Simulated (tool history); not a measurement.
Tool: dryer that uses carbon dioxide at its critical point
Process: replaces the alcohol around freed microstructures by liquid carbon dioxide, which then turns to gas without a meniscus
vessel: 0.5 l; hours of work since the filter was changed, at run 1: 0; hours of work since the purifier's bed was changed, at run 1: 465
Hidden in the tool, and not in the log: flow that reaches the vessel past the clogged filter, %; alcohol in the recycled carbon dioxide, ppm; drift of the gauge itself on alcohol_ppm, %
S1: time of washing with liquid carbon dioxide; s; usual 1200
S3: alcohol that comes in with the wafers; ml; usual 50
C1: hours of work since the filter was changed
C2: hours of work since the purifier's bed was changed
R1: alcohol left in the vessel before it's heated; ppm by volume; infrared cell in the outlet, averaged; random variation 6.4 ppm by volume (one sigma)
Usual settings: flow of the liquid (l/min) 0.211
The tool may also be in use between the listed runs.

Run 1, hour 0.0: usual settings; C1 0; C2 465. Result: R1 295 ppm by volume.
Run 2, hour 65.8: usual settings; C1 25; C2 490. Result: R1 296 ppm by volume.
Run 3, hour 95.1: usual settings; C1 36; C2 501. Result: R1 308 ppm by volume.
Run 4, hour 139.3: usual settings; C1 53; C2 518. Result: R1 300 ppm by volume.
Run 5, hour 195.3: usual settings; C1 75; C2 539. Result: R1 312 ppm by volume.
Run 6, hour 240.7: usual settings but flow of the liquid (l/min) 0.168; C1 92; C2 557. Result: R1 937 ppm by volume.
Run 7, hour 297.4: usual settings but flow of the liquid (l/min) 0.133; C1 114; C2 578. Result: R1 2403 ppm by volume.
Run 8, hour 355.1: usual settings but flow of the liquid (l/min) 0.133; C1 136; C2 600. Result: R1 2411 ppm by volume.
Run 9, hour 415.7: usual settings but flow of the liquid (l/min) 0.133; C1 159; C2 623. Result: R1 2311 ppm by volume.
Run 10, hour 462.0: usual settings; C1 176; C2 641. Result: R1 333 ppm by volume.
Run 11, hour 523.6: usual settings; C1 200; C2 665. Result: R1 337 ppm by volume.
Run 12, hour 573.5: usual settings but S1 960 s; C1 219; C2 684. Result: R1 1036 ppm by volume.
Run 13, hour 639.8: usual settings but S1 960 s, S3 42 ml; C1 244; C2 709. Result: R1 871 ppm by volume.
Run 14, hour 704.1: usual settings but S1 960 s, S3 42 ml; C1 269; C2 734. Result: R1 897 ppm by volume.
Run 15, hour 746.5: usual settings but S1 960 s, S3 80 ml; C1 285; C2 750. Result: R1 1653 ppm by volume.
Run 16, hour 803.6: usual settings but S1 960 s, S3 80 ml; C1 307; C2 772. Result: R1 1688 ppm by volume.
Run 17, hour 861.1: usual settings but S1 960 s, S3 80 ml; C1 329; C2 794. Result: R1 1714 ppm by volume.
Run 18, hour 908.8: usual settings but S1 960 s, S3 80 ml; C1 347; C2 812. Result: R1 1704 ppm by volume.
Run 19, hour 949.8: usual settings; C1 363; C2 827. Result: R1 369 ppm by volume.
Run 20, hour 1000.5: usual settings; C1 382; C2 847. Result: R1 387 ppm by volume.
Run 21, hour 1047.1: usual settings; C1 400; C2 865. Result: R1 383 ppm by volume.
Run 22, hour 1089.7: usual settings; C1 416; C2 881. Result: R1 386 ppm by volume.
Run 23, hour 1132.8: usual settings; C1 433; C2 897. Result: R1 388 ppm by volume.
Run 24, hour 1180.6: usual settings but S1 720 s, flow of the liquid (l/min) 0.180, S3 47 ml; C1 451; C2 916. Result: R1 5142 ppm by volume.
Run 25, hour 1211.7: usual settings but S1 720 s, flow of the liquid (l/min) 0.156, S3 65 ml; C1 463; C2 927. Result: R1 10370 ppm by volume.
Run 26, hour 1239.2: usual settings but S1 1740 s, flow of the liquid (l/min) 0.157, S3 82 ml; C1 473; C2 938. Result: R1 389 ppm by volume.
Run 27, hour 1284.7: usual settings but S1 1740 s, flow of the liquid (l/min) 0.157, S3 82 ml; C1 491; C2 955. Result: R1 403 ppm by volume.
Run 28, hour 1344.6: usual settings but S1 1740 s, flow of the liquid (l/min) 0.157, S3 82 ml; C1 513; C2 978. Result: R1 399 ppm by volume.
At hour 1386.0: inlet filter changed.
Run 29, hour 1405.0: usual settings but S1 1740 s, flow of the liquid (l/min) 0.346, S3 48 ml; C1 7; C2 1001. Result: R1 39 ppm by volume.
Run 30, hour 1453.0: usual settings but S1 1740 s, flow of the liquid (l/min) 0.346, S3 48 ml; C1 26; C2 1019. Result: R1 27 ppm by volume.
Run 31, hour 1490.3: usual settings but S1 1020 s, S3 84 ml; C1 40; C2 1033. Result: R1 1124 ppm by volume.
Run 32, hour 1555.8: usual settings but S1 840 s, flow of the liquid (l/min) 0.182, S3 47 ml; C1 65; C2 1058. Result: R1 2671 ppm by volume.
Run 33, hour 1585.7: usual settings but S1 960 s, flow of the liquid (l/min) 0.320, S3 37 ml; C1 76; C2 1070. Result: R1 104 ppm by volume.
Run 34, hour 1626.9: usual settings but S1 780 s, flow of the liquid (l/min) 0.320, S3 37 ml; C1 92; C2 1086. Result: R1 294 ppm by volume.
Run 35, hour 1665.2: usual settings but S1 1500 s, S3 34 ml; C1 107; C2 1100. Result: R1 86 ppm by volume.
Run 36, hour 1729.4: usual settings but S1 780 s, flow of the liquid (l/min) 0.277, S3 41 ml; C1 131; C2 1125. Result: R1 631 ppm by volume.
Run 37, hour 1762.2: usual settings but S1 780 s, flow of the liquid (l/min) 0.144, S3 63 ml; C1 144; C2 1137. Result: R1 8676 ppm by volume.
At hour 1806.0: purifier's bed changed.
Run 38, hour 1826.4: usual settings but S1 780 s, flow of the liquid (l/min) 0.218, S3 81 ml; C1 167; C2 8. Result: R1 3232 ppm by volume.
Run 39, hour 1878.7: usual settings but flow of the liquid (l/min) 0.345; C1 187; C2 28. Result: R1 21 ppm by volume.
Run 40, hour 1929.6: usual settings but flow of the liquid (l/min) 0.145, S3 56 ml; C1 206; C2 47. Result: R1 1898 ppm by volume.
Run 41, hour 1961.1: usual settings but S1 1320 s, flow of the liquid (l/min) 0.328, S3 47 ml; C1 218; C2 59. Result: R1 12 ppm by volume.
Run 42, hour 1999.0: usual settings but S1 1320 s, flow of the liquid (l/min) 0.328, S3 47 ml; C1 233; C2 74. Result: R1 10 ppm by volume.
Run 43, hour 2049.5: usual settings but S1 1320 s, flow of the liquid (l/min) 0.328, S3 47 ml; C1 252; C2 93. Result: R1 15 ppm by volume.

Hidden state or all else? Some run-to-run changes of R1, split into what the settings, what came in and random variation would give without the hidden state, and what is left for the hidden state (with any gauge scatter that isn't in both results):
Run 23 -> 24: S1 1200 -> 720, flow of the liquid (l/min) 0.211 -> 0.180, S3 50 -> 47. R1 +4754 ppm by volume: hidden state +733, all else +4021.
Run 24 -> 25: flow of the liquid (l/min) 0.180 -> 0.156, S3 47 -> 65. R1 +5228 ppm by volume: hidden state +690, all else +4538.
Run 25 -> 26: S1 720 -> 1740, flow of the liquid (l/min) 0.156 -> 0.157, S3 65 -> 82. R1 -9981 ppm by volume: hidden state -1410, all else -8571.
Run 36 -> 37: flow of the liquid (l/min) 0.277 -> 0.144, S3 41 -> 63. R1 +8045 ppm by volume: hidden state +397, all else +7648.
Run 37 -> 38: flow of the liquid (l/min) 0.144 -> 0.218, S3 63 -> 81, purifier's bed changed. R1 -5444 ppm by volume: hidden state -206, all else -5238.
